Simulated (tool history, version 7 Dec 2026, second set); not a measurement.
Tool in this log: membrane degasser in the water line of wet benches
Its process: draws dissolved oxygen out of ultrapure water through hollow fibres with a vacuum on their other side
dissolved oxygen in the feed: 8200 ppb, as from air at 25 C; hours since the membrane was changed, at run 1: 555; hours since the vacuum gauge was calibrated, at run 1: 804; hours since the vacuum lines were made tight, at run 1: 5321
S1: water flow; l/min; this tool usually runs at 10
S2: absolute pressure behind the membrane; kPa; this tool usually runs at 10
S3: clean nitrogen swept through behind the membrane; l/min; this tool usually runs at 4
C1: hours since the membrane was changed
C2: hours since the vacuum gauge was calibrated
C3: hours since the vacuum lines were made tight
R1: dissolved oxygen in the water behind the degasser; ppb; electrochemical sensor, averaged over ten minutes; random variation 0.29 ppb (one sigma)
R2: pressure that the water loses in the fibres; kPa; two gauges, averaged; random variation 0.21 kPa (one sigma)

run 1 hour=0 | S1=10 S2=10 S3=4 | C1=555 C2=804 C3=5321 | R1=45.4 R2=47.13
run 2 hour=68.4 | S1=10 S2=10 S3=4 | C1=624 C2=873 C3=5389 | R1=45 R2=46.78
run 3 hour=127.1 | S1=10 S2=10 S3=4 | C1=683 C2=931 C3=5448 | R1=45.1 R2=47.26
run 4 hour=212.9 | S1=10 S2=10 S3=4 | C1=768 C2=1017 C3=5533 | R1=45.3 R2=47.37
run 5 hour=269.2 | S1=10 S2=10 S3=4 | C1=825 C2=1073 C3=5590 | R1=45.5 R2=47.08
run 6 hour=331.1 | S1=10 S2=10 S3=7.31 | C1=887 C2=1135 C3=5652 | R1=26.4 R2=47.52
run 7 hour=398.5 | S1=10 S2=7.2 S3=4 | C1=954 C2=1203 C3=5719 | R1=27.7 R2=47.69
run 8 hour=443.2 | S1=10 S2=7.2 S3=4 | C1=999 C2=1247 C3=5764 | R1=27.4 R2=47.37
run 9 hour=519.3 | S1=10 S2=7.2 S3=4 | C1=1075 C2=1323 C3=5840 | R1=27.3 R2=47.35
run 10 hour=568 | S1=11 S2=10 S3=4 | C1=1124 C2=1372 C3=5889 | R1=50 R2=52.17
run 11 hour=613.1 | S1=11 S2=10 S3=4 | C1=1169 C2=1417 C3=5934 | R1=51.1 R2=52.34
run 12 hour=677.9 | S1=11 S2=10 S3=4 | C1=1233 C2=1482 C3=5998 | R1=50.2 R2=52.42
run 13 hour=735.7 | S1=10 S2=10 S3=4 | C1=1291 C2=1540 C3=6056 | R1=44.9 R2=47.53
run 14 hour=801.7 | S1=10 S2=10 S3=4 | C1=1357 C2=1606 C3=6122 | R1=45.5 R2=47.61
run 15 hour=867.4 | S1=10 S2=10 S3=4 | C1=1423 C2=1672 C3=6188 | R1=45.9 R2=47.44
run 16 hour=909.7 | S1=10 S2=10 S3=4 | C1=1465 C2=1714 C3=6230 | R1=45.4 R2=47.48
run 17 hour=976.5 | S1=14 S2=11.1 S3=4.03 | C1=1532 C2=1781 C3=6297 | R1=75.8 R2=66.49
run 18 hour=1065.4 | S1=14 S2=11.1 S3=4.03 | C1=1621 C2=1870 C3=6386 | R1=76.9 R2=66.79
run 19 hour=1151 | S1=11 S2=23.4 S3=3.14 | C1=1706 C2=1955 C3=6471 | R1=177.3 R2=52.29
run 20 hour=1240 | S1=11 S2=23.4 S3=3.14 | C1=1795 C2=2044 C3=6560 | R1=178.3 R2=52.06
run 21 hour=1322 | S1=10 S2=11.9 S3=4.7 | C1=1878 C2=2126 C3=6643 | R1=49.7 R2=47.61
run 22 hour=1366.2 | S1=10 S2=24.1 S3=5.22 | C1=1922 C2=2170 C3=6687 | R1=104.3 R2=47.03
run 23 hour=1458.6 | S1=12 S2=9.4 S3=5.22 | C1=2014 C2=2263 C3=6779 | R1=41.1 R2=57.61
run 24 hour=1550.8 | S1=8 S2=9.5 S3=1.66 | C1=2106 C2=2355 C3=6871 | R1=78.3 R2=38.04

Forecast run 25:
run 25 hour=1621.7 | S1=8 S2=8.3 S3=1.66 | C1=2177 C2=2426 C3=6942 | R1=? R2=?

{"run 25": {"R1": 64.1, "R2": 38.43}}
Had the tool carried no hidden state, the very same run would have given R1 60.7 ppb, R2 37.79 kPa.
